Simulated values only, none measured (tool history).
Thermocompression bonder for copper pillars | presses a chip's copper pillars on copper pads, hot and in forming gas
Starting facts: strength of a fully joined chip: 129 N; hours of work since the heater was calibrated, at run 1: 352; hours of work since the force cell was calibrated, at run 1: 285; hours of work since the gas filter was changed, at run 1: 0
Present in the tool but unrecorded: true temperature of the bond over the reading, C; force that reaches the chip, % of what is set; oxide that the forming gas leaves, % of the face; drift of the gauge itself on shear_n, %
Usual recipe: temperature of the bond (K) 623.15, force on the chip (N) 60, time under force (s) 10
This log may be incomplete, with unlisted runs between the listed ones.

| run | hour | temperature of the bond (K) | force on the chip (N) | time under force (s) | hours of work since the heater was calibrated | hours of work since the force cell was calibrated | hours of work since the gas filter was changed | force that shears a chip off (N) |
|---|---|---|---|---|---|---|---|---|
| 1 | 0.0 | 623.15 | 60 | 10 | 352 | 285 | 0 | 50.5 |
| 2 | 7.4 | 623.15 | 60 | 10 | 357 | 290 | 5 | 50.3 |
| 3 | 17.0 | 623.15 | 60 | 10 | 363 | 297 | 11 | 50.2 |
| 4 | 31.7 | 623.15 | 60 | 8 | 373 | 307 | 21 | 46.1 |
| 5 | 47.5 | 623.15 | 60 | 10 | 384 | 318 | 32 | 51.1 |
| 6 | 57.0 | 623.15 | 60 | 10 | 391 | 324 | 39 | 51.1 |
| 7 | 71.7 | 623.15 | 60 | 10 | 400 | 334 | 49 | 51.6 |
| 8 | 85.6 | 623.15 | 60 | 10 | 410 | 343 | 58 | 50.6 |
| 9 | 92.8 | 623.15 | 60 | 10 | 415 | 348 | 63 | 49.8 |
| 10 | 104.9 | 623.15 | 60 | 10 | 423 | 356 | 71 | 49.7 |
| 11 | 118.4 | 623.15 | 60 | 10 | 432 | 366 | 80 | 50.9 |
| 12 | 134.8 | 623.15 | 60 | 10 | 443 | 377 | 91 | 50.6 |
| 13 | 145.4 | 623.15 | 60 | 10 | 450 | 384 | 98 | 49.4 |
| 14 | 157.5 | 623.15 | 60 | 10 | 458 | 392 | 107 | 49.9 |
| 15 | 168.4 | 609.15 | 60 | 10 | 466 | 399 | 114 | 42.2 |
| 16 | 177.0 | 623.15 | 60 | 10 | 472 | 405 | 120 | 49.8 |
| 17 | 184.8 | 623.15 | 44 | 10 | 477 | 410 | 125 | 35.7 |
| 18 | 195.6 | 623.15 | 60 | 10 | 484 | 418 | 132 | 49.3 |
| 19 | 202.5 | 623.15 | 60 | 10 | 489 | 422 | 137 | 51.3 |
| 20 | 210.7 | 623.15 | 60 | 12 | 495 | 428 | 143 | 54.3 |
| 21 | 223.1 | 645.15 | 40 | 29 | 503 | 436 | 151 | 58.7 |
| 22 | 230.5 | 623.15 | 60 | 19 | 508 | 441 | 156 | 62.5 |
| 23 | 245.0 | 629.15 | 59 | 22 | 518 | 451 | 166 | 68.7 |
| 24 | 256.9 | 629.15 | 59 | 22 | 526 | 459 | 174 | 68.2 |
| 25 | 265.6 | 629.15 | 59 | 22 | 532 | 465 | 180 | 68.4 |
| 26 | 280.4 | 632.15 | 84 | 29 | 542 | 475 | 190 | 96.9 |
| 27 | 294.9 | 632.15 | 36 | 29 | 551 | 485 | 199 | 45.2 |
| 28 | 309.5 | 632.15 | 36 | 16 | 561 | 495 | 209 | 35.8 |
| 29 | 320.4 | 623.15 | 60 | 10 | 569 | 502 | 217 | 49.5 |
| 30 | 330.9 | 615.15 | 42 | 25 | 576 | 509 | 224 | 42.7 |
| 31 | 345.9 | 602.15 | 77 | 23 | 586 | 519 | 234 | 69.3 |
| 32 | 362.5 | 646.15 | 71 | 10 | 597 | 531 | 245 | 72.6 |
| 33 | 376.7 | 651.15 | 60 | 23 | 607 | 540 | 255 | 82.8 |
| 34 | 387.3 | 651.15 | 60 | 23 | 614 | 547 | 262 | 81.8 |
| 35 | 404.0 | 610.15 | 48 | 12 | 625 | 559 | 273 | 35.7 |
| 36 | 416.9 | 623.15 | 83 | 10 | 634 | 567 | 282 | 69.2 |
| 37 | 425.5 | 608.15 | 47 | 24 | 640 | 573 | 288 | 44.2 |
| 38 | 441.4 | 608.15 | 54 | 7 | 651 | 584 | 299 | 31.2 |
| 39 | 455.1 | 615.15 | 60 | 10 | 660 | 593 | 308 | 44.6 |
| 40 | 465.7 | 615.15 | 60 | 10 | 667 | 600 | 315 | 44.8 |

Some steps in force that shears a chip off (N), run to run, broken into two amounts with sign: the step expected even without the hidden condition (settings, incoming material, random variation), and the rest, left for the hidden condition together with whatever gauge scatter is not in both the measured and the hidden-condition-free result:
Run 25 -> 26: temperature of the bond (K) 629.15 -> 632.15, force on the chip (N) 59 -> 84, time under force (s) 22 -> 29. force that shears a chip off (N) +28.5: hidden state -1.7, all else +30.2.
Run 26 -> 27: force on the chip (N) 84 -> 36. force that shears a chip off (N) -51.7: hidden state +1.7, all else -53.4.
Run 34 -> 35: temperature of the bond (K) 651.15 -> 610.15, force on the chip (N) 60 -> 48, time under force (s) 23 -> 12. force that shears a chip off (N) -46.1: hidden state +1.5, all else -47.6.
Run 35 -> 36: temperature of the bond (K) 610.15 -> 623.15, force on the chip (N) 48 -> 83, time under force (s) 12 -> 10. force that shears a chip off (N) +33.5: hidden state -0.6, all else +34.1.
